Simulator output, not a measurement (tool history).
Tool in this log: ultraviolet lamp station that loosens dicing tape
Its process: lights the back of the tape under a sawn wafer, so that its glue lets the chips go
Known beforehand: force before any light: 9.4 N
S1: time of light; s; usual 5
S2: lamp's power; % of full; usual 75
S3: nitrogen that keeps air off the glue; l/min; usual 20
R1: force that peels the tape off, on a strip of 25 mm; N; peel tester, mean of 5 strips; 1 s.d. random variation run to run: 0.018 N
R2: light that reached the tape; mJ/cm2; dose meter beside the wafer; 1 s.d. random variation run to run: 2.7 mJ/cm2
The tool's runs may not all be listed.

run     day  S1  S2  S3     R1   R2
  1       0   5  75  20  1.184  308
  2   0.642   5  75  20  1.195  312
  3   1.321   5  75  20  1.192  304
  4   1.671   5  75  20  1.166  303
  5   2.212   5  75  20  1.169  308
  6   2.754   5  75  20  1.186  300
  7     3.2   5  64  20  1.541  257
  8   3.742   5  64  20  1.589  259
  9   4.517   5  75  20  0.957  345
 10   5.104   5  75  22  0.902  343
 11   5.462   5  75  22  0.894  340
 12   5.954   5  75  22  0.907  341
 13   6.375   5  75  22  0.863  341
 14     6.7   5  75  22  0.914  339
 15   7.142   5  75  22  0.895  337
 16   7.658   5  75  22  0.941  346
 17   8.396   5  75  22  0.928  341
 18   8.967   5  75  22  0.929  330
 19     9.7   5  75  22  0.897  336
 20  10.317   5  75  20  0.991  332
 21  10.988   4  75  20  1.546  264
 22  11.633   4  75  20  1.544  268
 23  12.325   4  75   9  2.431  267
 24  12.725   3  75  22  2.256  202
 25  13.217   3  75   9  3.456  201
 26  13.625   8  75  17   0.45  524
 27  13.942   8  75  17  0.444  525
 28  14.458   8  75  17  0.468  527
 29  14.925   6  94  36  0.323  492
 30  15.417   2  70  15  4.346  123
 31  15.854   5  77  20  1.001  339
 32  16.458   2  77  29    3.1  135
 33  16.988   4  74  14  1.973  253
 34  17.421   4  74  14   2.04  260
 35  17.738   5  75  15  1.361  326
 36  18.229   7  62  16  0.931  372
 37  18.567   2  62  26  4.061  109
 38  18.938   5  75  18   1.14  319
 39  19.717   5  92  15   0.91  394
 40  20.158   5  75  12  1.515  316
 41    20.6   2  82  14  4.018  140
 42  21.317   5  82  14  1.218  348
 43  22.054   5  88  14  1.095  373
 44  22.642   5  88  14  1.067  375

Between the runs listed above, the log contained 1 entry, not reproduced here. Where in the sequence does each belong, and how does what the log doesn't record of the tool's condition differ from the listed run before to the listed run after?
Between runs 8 and 9: window cleaned of glue's vapour (day 3.929)
  lamp's light, % of a new lamp's: 94.5 -> 94.4; light that the window lets through, % of a clean one's: 88 -> 99.7
  measured value less the no-hidden-state value, R1: +0.439 -> +0.107 N; R2: -52 -> -21 mJ/cm2
